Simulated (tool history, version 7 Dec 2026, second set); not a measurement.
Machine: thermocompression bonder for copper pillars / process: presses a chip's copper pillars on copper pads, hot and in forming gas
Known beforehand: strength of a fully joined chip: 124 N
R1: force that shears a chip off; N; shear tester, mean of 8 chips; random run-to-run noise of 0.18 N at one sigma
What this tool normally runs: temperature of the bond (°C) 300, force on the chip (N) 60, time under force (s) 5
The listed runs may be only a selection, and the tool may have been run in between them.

Run 1, hour 0: usual settings. Result: R1 50.2 N.
Run 2, hour 18.2: usual settings. Result: R1 50.2 N.
Run 3, hour 39.7: usual settings. Result: R1 50.2 N.
Run 4, hour 52.4: usual settings. Result: R1 49.9 N.
Run 5, hour 64.7: usual settings. Result: R1 49.8 N.
Run 6, hour 79.5: usual settings. Result: R1 49.5 N.
Run 7, hour 95.6: usual settings. Result: R1 49.7 N.
Run 8, hour 105.6: usual settings but temperature of the bond (°C) 285. Result: R1 42.6 N.
Run 9, hour 118.1: usual settings but temperature of the bond (°C) 285. Result: R1 43 N.
Run 10, hour 136.6: usual settings but temperature of the bond (°C) 285. Result: R1 43.2 N.
Run 11, hour 149: usual settings. Result: R1 49.3 N.
Run 12, hour 158.9: usual settings. Result: R1 49.3 N.
Run 13, hour 176.8: usual settings. Result: R1 49 N.
Run 14, hour 196.9: usual settings. Result: R1 49.2 N.
Run 15, hour 214.5: usual settings. Result: R1 49.1 N.
Run 16, hour 232.3: usual settings. Result: R1 48.7 N.
Run 17, hour 242.6: usual settings. Result: R1 48.7 N.
Run 18, hour 258.5: usual settings. Result: R1 50 N.
Run 19, hour 278.8: usual settings. Result: R1 50.2 N.
Run 20, hour 293.6: usual settings. Result: R1 50 N.
Run 21, hour 308.9: usual settings but temperature of the bond (°C) 297, force on the chip (N) 37, time under force (s) 4. Result: R1 28.1 N.
Run 22, hour 325: usual settings but temperature of the bond (°C) 316, force on the chip (N) 37, time under force (s) 7. Result: R1 42.7 N.
Run 23, hour 336.4: usual settings but temperature of the bond (°C) 293, force on the chip (N) 86, time under force (s) 7. Result: R1 70.1 N.
Run 24, hour 353.9: usual settings but temperature of the bond (°C) 293, force on the chip (N) 86, time under force (s) 7. Result: R1 70.3 N.
Run 25, hour 375.4: usual settings but temperature of the bond (°C) 293, force on the chip (N) 86, time under force (s) 7. Result: R1 69.7 N.
Run 26, hour 384.4: usual settings but temperature of the bond (°C) 316, force on the chip (N) 80, time under force (s) 13. Result: R1 91.6 N.
Run 27, hour 402.7: usual settings but temperature of the bond (°C) 289, force on the chip (N) 83, time under force (s) 7. Result: R1 66 N.
Run 28, hour 416.9: usual settings but time under force (s) 13. Result: R1 69.1 N.
Run 29, hour 433.1: usual settings but time under force (s) 13. Result: R1 70.7 N.
Run 30, hour 445.3: usual settings but temperature of the bond (°C) 290, force on the chip (N) 75, time under force (s) 9. Result: R1 68 N.
Run 31, hour 457.5: usual settings but temperature of the bond (°C) 290, force on the chip (N) 75, time under force (s) 9. Result: R1 68.3 N.
Run 32, hour 475.5: usual settings but temperature of the bond (°C) 290, force on the chip (N) 75, time under force (s) 9. Result: R1 67.3 N.
Run 33, hour 485.2: usual settings but temperature of the bond (°C) 290, force on the chip (N) 75, time under force (s) 9. Result: R1 68 N.
Run 34, hour 504: usual settings but temperature of the bond (°C) 292, force on the chip (N) 75, time under force (s) 4. Result: R1 51.6 N.

Withheld: 3 entries from between the runs. Position of each, and hidden state at the listed run before versus the listed run after:
Runs 17 to 18: gauge calibrated (hour 245.3)
  oxide that the forming gas leaves, % of the face: 0.64 -> 0.65; drift of the gauge itself on shear_n, %: -2.71 -> -0.15
  difference, measured minus the result without the unlogged condition, R1: -1.4 -> -0.1 N
Runs 18 to 19: forming gas filter changed (hour 273.9)
  oxide that the forming gas leaves, % of the face: 0.65 -> 0.51; drift of the gauge itself on shear_n, %: -0.15 -> -0.37
  difference, measured minus the result without the unlogged condition, R1: -0.1 -> -0.2 N
Runs 28 to 29: gauge calibrated (hour 424.9)
  oxide that the forming gas leaves, % of the face: 0.58 -> 0.59; drift of the gauge itself on shear_n, %: -1.91 -> -0.09
  difference, measured minus the result without the unlogged condition, R1: -1.3 -> -0.1 N
